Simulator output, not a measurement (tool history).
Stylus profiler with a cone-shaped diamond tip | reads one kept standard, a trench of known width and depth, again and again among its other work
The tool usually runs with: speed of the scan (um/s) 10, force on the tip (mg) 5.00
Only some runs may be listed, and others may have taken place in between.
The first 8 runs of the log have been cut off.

run	day	speed of the scan (um/s)	force on the tip (mg)	scans with this tip	hours of work since the height scale was calibrated	depth of the trench (nm)	width of the trench's floor (nm)
9	3.650	4	4.02	7882	539	201.87	96330
10	4.308	10	1.87	7994	546	201.04	96300
11	4.629	10	1.87	8048	550	200.96	96280
12	5.004	10	1.87	8112	554	200.91	96330
13	5.296	10	1.87	8161	558	200.94	96280
14	5.650	10	1.87	8221	562	201.00	96260
15	6.108	10	1.87	8298	567	200.95	96260
16	6.500	12	5.00	8364	571	202.15	96310
17	6.954	2	11.55	8441	577	204.11	96290
18	7.450	3	10.17	8525	582	203.81	96260
19	7.808	6	1.93	8585	587	201.01	96280
20	8.467	2	4.60	8697	594	202.07	96290
21	8.854	7	4.37	8762	599	201.99	96200
22	9.200	13	12.87	8821	603	204.45	96230
23	9.750	29	2.54	8913	609	201.28	96190
24	10.204	17	5.00	8991	614	202.21	96170
25	10.621	17	5.00	9060	619	202.28	96180
26	11.096	19	2.27	9141	625	201.16	96150
27	11.429	3	9.34	9198	628	203.53	96150
28	11.862	3	9.34	9270	633	203.47	96170
29	12.342	24	2.93	9351	639	201.46	96110
30	12.621	10	2.83	9399	642	201.34	96180

Forecast each of these 4 alternatives for the next run:
A	13.204	5	1.83	9497	649	?	?
B	13.204	39	13.04	9497	649	?	?
C	13.204	19	3.55	9497	649	?	?
D	13.204	35	2.41	9497	649	?	?

run	depth of the trench (nm)	width of the trench's floor (nm)
A	200.92	96180
B	204.52	96130
C	201.57	96110
D	201.16	96040
Had the tool no hidden state, the same runs would have come out as:
run	depth of the trench (nm)	width of the trench's floor (nm)
A	201.34	97200
B	204.95	97140
C	201.99	97130
D	201.58	97050
